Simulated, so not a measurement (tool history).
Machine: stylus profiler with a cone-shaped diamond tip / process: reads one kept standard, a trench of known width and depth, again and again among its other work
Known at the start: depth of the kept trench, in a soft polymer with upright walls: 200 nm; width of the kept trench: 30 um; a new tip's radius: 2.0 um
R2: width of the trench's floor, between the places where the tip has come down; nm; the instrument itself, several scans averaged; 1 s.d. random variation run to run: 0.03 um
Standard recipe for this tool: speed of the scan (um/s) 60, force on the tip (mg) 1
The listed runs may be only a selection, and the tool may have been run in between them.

{"run": 1, "day": 0.0, "speed of the scan (um/s)": 60, "force on the tip (mg)": 1, "depth of the trench (Å)": 2015.5, "R2": 27690}
{"run": 2, "day": 0.467, "speed of the scan (um/s)": 60, "force on the tip (mg)": 1, "depth of the trench (Å)": 2013.4, "R2": 27670}
{"run": 3, "day": 1.333, "speed of the scan (um/s)": 60, "force on the tip (mg)": 0.88, "depth of the trench (Å)": 2012.2, "R2": 27640}
{"run": 4, "day": 1.921, "speed of the scan (um/s)": 60, "force on the tip (mg)": 1.73, "depth of the trench (Å)": 2019.1, "R2": 27680}
{"run": 5, "day": 2.633, "speed of the scan (um/s)": 60, "force on the tip (mg)": 1.73, "depth of the trench (Å)": 2020.9, "R2": 27740}
{"run": 6, "day": 3.154, "speed of the scan (um/s)": 60, "force on the tip (mg)": 1, "depth of the trench (Å)": 2013.1, "R2": 27580}
{"run": 7, "day": 3.633, "speed of the scan (um/s)": 60, "force on the tip (mg)": 1, "depth of the trench (Å)": 2013.7, "R2": 27610}
{"run": 8, "day": 4.154, "speed of the scan (um/s)": 60, "force on the tip (mg)": 2.76, "depth of the trench (Å)": 2031.4, "R2": 27720}
{"run": 9, "day": 4.833, "speed of the scan (um/s)": 60, "force on the tip (mg)": 2.76, "depth of the trench (Å)": 2030.9, "R2": 27750}
{"run": 10, "day": 5.4, "speed of the scan (um/s)": 60, "force on the tip (mg)": 2.76, "depth of the trench (Å)": 2029.3, "R2": 27730}
{"run": 11, "day": 5.825, "speed of the scan (um/s)": 60, "force on the tip (mg)": 0.54, "depth of the trench (Å)": 2010, "R2": 27390}
{"run": 12, "day": 6.538, "speed of the scan (um/s)": 60, "force on the tip (mg)": 0.54, "depth of the trench (Å)": 2007.3, "R2": 27390}
{"run": 13, "day": 7.208, "speed of the scan (um/s)": 60, "force on the tip (mg)": 0.54, "depth of the trench (Å)": 2008.7, "R2": 27380}
{"run": 14, "day": 7.638, "speed of the scan (um/s)": 60, "force on the tip (mg)": 0.54, "depth of the trench (Å)": 2008.6, "R2": 27380}
{"run": 15, "day": 8.508, "speed of the scan (um/s)": 60, "force on the tip (mg)": 0.54, "depth of the trench (Å)": 2007, "R2": 27350}
{"run": 16, "day": 9.233, "speed of the scan (um/s)": 60, "force on the tip (mg)": 0.54, "depth of the trench (Å)": 2008, "R2": 27360}
{"run": 17, "day": 10.058, "speed of the scan (um/s)": 60, "force on the tip (mg)": 0.54, "depth of the trench (Å)": 2009.1, "R2": 27360}
{"run": 18, "day": 10.812, "speed of the scan (um/s)": 60, "force on the tip (mg)": 0.54, "depth of the trench (Å)": 2008.2, "R2": 27330}
{"run": 19, "day": 11.325, "speed of the scan (um/s)": 60, "force on the tip (mg)": 0.54, "depth of the trench (Å)": 2006.6, "R2": 27330}
{"run": 20, "day": 11.792, "speed of the scan (um/s)": 60, "force on the tip (mg)": 0.54, "depth of the trench (Å)": 2008.4, "R2": 27260}
{"run": 21, "day": 12.283, "speed of the scan (um/s)": 60, "force on the tip (mg)": 1, "depth of the trench (Å)": 2013.2, "R2": 27400}
{"run": 22, "day": 12.662, "speed of the scan (um/s)": 60, "force on the tip (mg)": 1, "depth of the trench (Å)": 2014.4, "R2": 27440}
{"run": 23, "day": 13.262, "speed of the scan (um/s)": 60, "force on the tip (mg)": 1, "depth of the trench (Å)": 2013.8, "R2": 27390}
{"run": 24, "day": 13.842, "speed of the scan (um/s)": 60, "force on the tip (mg)": 1, "depth of the trench (Å)": 2012.7, "R2": 27370}
{"run": 25, "day": 14.392, "speed of the scan (um/s)": 60, "force on the tip (mg)": 1.92, "depth of the trench (Å)": 2021.6, "R2": 27520}
{"run": 26, "day": 14.942, "speed of the scan (um/s)": 59, "force on the tip (mg)": 1.59, "depth of the trench (Å)": 2017.1, "R2": 27460}
{"run": 27, "day": 15.696, "speed of the scan (um/s)": 25, "force on the tip (mg)": 1, "depth of the trench (Å)": 2013.5, "R2": 27600}
{"run": 28, "day": 16.375, "speed of the scan (um/s)": 24, "force on the tip (mg)": 2.05, "depth of the trench (Å)": 2024.3, "R2": 27590}
{"run": 29, "day": 17.083, "speed of the scan (um/s)": 61, "force on the tip (mg)": 0.76, "depth of the trench (Å)": 2010.5, "R2": 27250}
{"run": 30, "day": 17.746, "speed of the scan (um/s)": 56, "force on the tip (mg)": 0.73, "depth of the trench (Å)": 2011, "R2": 27240}
{"run": 31, "day": 18.325, "speed of the scan (um/s)": 15, "force on the tip (mg)": 0.71, "depth of the trench (Å)": 2008.8, "R2": 27510}
{"run": 32, "day": 18.983, "speed of the scan (um/s)": 98, "force on the tip (mg)": 0.96, "depth of the trench (Å)": 2011.4, "R2": 27050}
{"run": 33, "day": 19.654, "speed of the scan (um/s)": 60, "force on the tip (mg)": 0.45, "depth of the trench (Å)": 2005.1, "R2": 27020}
{"day": 19.738, "done": "height scale calibrated on a step standard"}
{"run": 34, "day": 20.104, "speed of the scan (um/s)": 119, "force on the tip (mg)": 2.77, "depth of the trench (Å)": 2024.7, "R2": 27170}
{"run": 35, "day": 20.517, "speed of the scan (um/s)": 119, "force on the tip (mg)": 2.77, "depth of the trench (Å)": 2026.6, "R2": 27260}
{"run": 36, "day": 21.246, "speed of the scan (um/s)": 119, "force on the tip (mg)": 2.77, "depth of the trench (Å)": 2026.7, "R2": 27150}
{"run": 37, "day": 21.692, "speed of the scan (um/s)": 25, "force on the tip (mg)": 1.04, "depth of the trench (Å)": 2010, "R2": 27450}
{"run": 38, "day": 22.175, "speed of the scan (um/s)": 59, "force on the tip (mg)": 1.74, "depth of the trench (Å)": 2018.3, "R2": 27350}
{"run": 39, "day": 22.688, "speed of the scan (um/s)": 197, "force on the tip (mg)": 0.83, "depth of the trench (Å)": 2009.8, "R2": 26220}
{"run": 40, "day": 23.146, "speed of the scan (um/s)": 64, "force on the tip (mg)": 0.5, "depth of the trench (Å)": 2005.4, "R2": 27010}
{"run": 41, "day": 23.575, "speed of the scan (um/s)": 47, "force on the tip (mg)": 1.29, "depth of the trench (Å)": 2013.2, "R2": 27370}
{"day": 24.088, "done": "height scale calibrated on a step standard, once more"}
{"run": 42, "day": 24.412, "speed of the scan (um/s)": 64, "force on the tip (mg)": 2.39, "depth of the trench (Å)": 2028.7, "R2": 27270}
{"run": 43, "day": 25.096, "speed of the scan (um/s)": 182, "force on the tip (mg)": 0.86, "depth of the trench (Å)": 2014.8, "R2": 26300}
{"run": 44, "day": 25.779, "speed of the scan (um/s)": 182, "force on the tip (mg)": 0.86, "depth of the trench (Å)": 2015.6, "R2": 26220}
{"run": 45, "day": 26.638, "speed of the scan (um/s)": 51, "force on the tip (mg)": 0.75, "depth of the trench (Å)": 2013.1, "R2": 27160}
{"run": 46, "day": 27.079, "speed of the scan (um/s)": 51, "force on the tip (mg)": 0.75, "depth of the trench (Å)": 2012, "R2": 27230}
{"run": 47, "day": 27.75, "speed of the scan (um/s)": 38, "force on the tip (mg)": 2.63, "depth of the trench (Å)": 2030.7, "R2": 27320}

The logged runs with the hidden state left out (each run's random variation unchanged):
The tool's hidden condition here consists of: radius of the tip, um; height scale over the true one, %; drift of the gauge itself on depth_nm, %; drift of the gauge itself on floor_um, %.
run=1 depth_of_the_trench_(Å)=2016.5 R2=27870
run=2 depth_of_the_trench_(Å)=2014.5 R2=27860
run=3 depth_of_the_trench_(Å)=2013.3 R2=27860
run=4 depth_of_the_trench_(Å)=2020.3 R2=27910
run=5 depth_of_the_trench_(Å)=2022.2 R2=27990
run=6 depth_of_the_trench_(Å)=2014.4 R2=27840
run=7 depth_of_the_trench_(Å)=2015.1 R2=27870
run=8 depth_of_the_trench_(Å)=2032.8 R2=28000
run=9 depth_of_the_trench_(Å)=2032.5 R2=28040
run=10 depth_of_the_trench_(Å)=2030.9 R2=28030
run=11 depth_of_the_trench_(Å)=2011.6 R2=27710
run=12 depth_of_the_trench_(Å)=2008.9 R2=27720
run=13 depth_of_the_trench_(Å)=2010.4 R2=27720
run=14 depth_of_the_trench_(Å)=2010.4 R2=27730
run=15 depth_of_the_trench_(Å)=2008.9 R2=27720
run=16 depth_of_the_trench_(Å)=2009.9 R2=27740
run=17 depth_of_the_trench_(Å)=2011.1 R2=27760
run=18 depth_of_the_trench_(Å)=2010.3 R2=27750
run=19 depth_of_the_trench_(Å)=2008.8 R2=27760
run=20 depth_of_the_trench_(Å)=2010.6 R2=27690
run=21 depth_of_the_trench_(Å)=2015.4 R2=27840
run=22 depth_of_the_trench_(Å)=2016.6 R2=27900
run=23 depth_of_the_trench_(Å)=2016.2 R2=27850
run=24 depth_of_the_trench_(Å)=2015.1 R2=27840
run=25 depth_of_the_trench_(Å)=2024 R2=28010
run=26 depth_of_the_trench_(Å)=2019.6 R2=27960
run=27 depth_of_the_trench_(Å)=2016 R2=28110
run=28 depth_of_the_trench_(Å)=2026.9 R2=28110
run=29 depth_of_the_trench_(Å)=2013.1 R2=27790
run=30 depth_of_the_trench_(Å)=2013.7 R2=27790
run=31 depth_of_the_trench_(Å)=2011.6 R2=28070
run=32 depth_of_the_trench_(Å)=2014.3 R2=27620
run=33 depth_of_the_trench_(Å)=2008 R2=27610
run=34 depth_of_the_trench_(Å)=2028.8 R2=27770
run=35 depth_of_the_trench_(Å)=2030.7 R2=27860
run=36 depth_of_the_trench_(Å)=2030.8 R2=27770
run=37 depth_of_the_trench_(Å)=2014.2 R2=28080
run=38 depth_of_the_trench_(Å)=2022.6 R2=27980
run=39 depth_of_the_trench_(Å)=2014 R2=26870
run=40 depth_of_the_trench_(Å)=2009.7 R2=27660
run=41 depth_of_the_trench_(Å)=2017.6 R2=28030
run=42 depth_of_the_trench_(Å)=2028.5 R2=27940
run=43 depth_of_the_trench_(Å)=2014.7 R2=26990
run=44 depth_of_the_trench_(Å)=2015.5 R2=26920
run=45 depth_of_the_trench_(Å)=2013.1 R2=27880
run=46 depth_of_the_trench_(Å)=2012.1 R2=27950
run=47 depth_of_the_trench_(Å)=2030.8 R2=28050

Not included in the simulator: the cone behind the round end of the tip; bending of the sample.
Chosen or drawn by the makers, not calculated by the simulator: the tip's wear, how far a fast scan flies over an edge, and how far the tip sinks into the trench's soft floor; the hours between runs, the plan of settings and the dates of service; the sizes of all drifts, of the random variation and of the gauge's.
